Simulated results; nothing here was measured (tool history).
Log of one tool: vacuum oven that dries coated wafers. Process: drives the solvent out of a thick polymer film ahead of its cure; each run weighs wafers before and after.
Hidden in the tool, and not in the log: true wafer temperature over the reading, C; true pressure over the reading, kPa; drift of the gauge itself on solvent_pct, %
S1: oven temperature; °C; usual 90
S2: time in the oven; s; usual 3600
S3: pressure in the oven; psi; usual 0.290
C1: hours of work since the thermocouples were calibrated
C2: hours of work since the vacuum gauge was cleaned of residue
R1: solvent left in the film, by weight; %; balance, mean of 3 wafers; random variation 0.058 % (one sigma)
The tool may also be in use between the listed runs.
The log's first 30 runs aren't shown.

{"run": 31, "hour": 1087.8, "S1": 90, "S2": 3600, "S3": 0.31, "C1": 1075, "C2": 2045, "R1": 4.25}
{"run": 32, "hour": 1120.5, "S1": 79, "S2": 2040, "S3": 0.203, "C1": 1099, "C2": 2069, "R1": 9.49}
{"run": 33, "hour": 1146.0, "S1": 90, "S2": 5340, "S3": 1.028, "C1": 1119, "C2": 2088, "R1": 5.96}
{"run": 34, "hour": 1182.9, "S1": 90, "S2": 3600, "S3": 0.194, "C1": 1146, "C2": 2116, "R1": 3.91}
{"run": 35, "hour": 1230.3, "S1": 84, "S2": 3600, "S3": 0.29, "C1": 1182, "C2": 2152, "R1": 6.2}
{"run": 36, "hour": 1276.6, "S1": 91, "S2": 3600, "S3": 0.405, "C1": 1217, "C2": 2187, "R1": 4.3}
{"run": 37, "hour": 1310.4, "S1": 84, "S2": 2100, "S3": 0.29, "C1": 1243, "C2": 2212, "R1": 8.28}
{"run": 38, "hour": 1356.8, "S1": 84, "S2": 2100, "S3": 0.29, "C1": 1278, "C2": 2247, "R1": 8.5}

Forecast each of these 3 alternatives for the next run:
{"run": "A", "hour": 1402.0, "S1": 101, "S2": 3600, "S3": 0.29, "C1": 1312, "C2": 2281, "R1": "?"}
{"run": "B", "hour": 1402.0, "S1": 98, "S2": 5580, "S3": 0.3, "C1": 1312, "C2": 2281, "R1": "?"}
{"run": "C", "hour": 1402.0, "S1": 83, "S2": 5520, "S3": 0.29, "C1": 1312, "C2": 2281, "R1": "?"}

run=A R1=1.82
run=B R1=1.63
run=C R1=4.74
Without the tool's hidden state the same runs would have given:
run=A R1=1.25
run=B R1=1.14
run=C R1=3.67
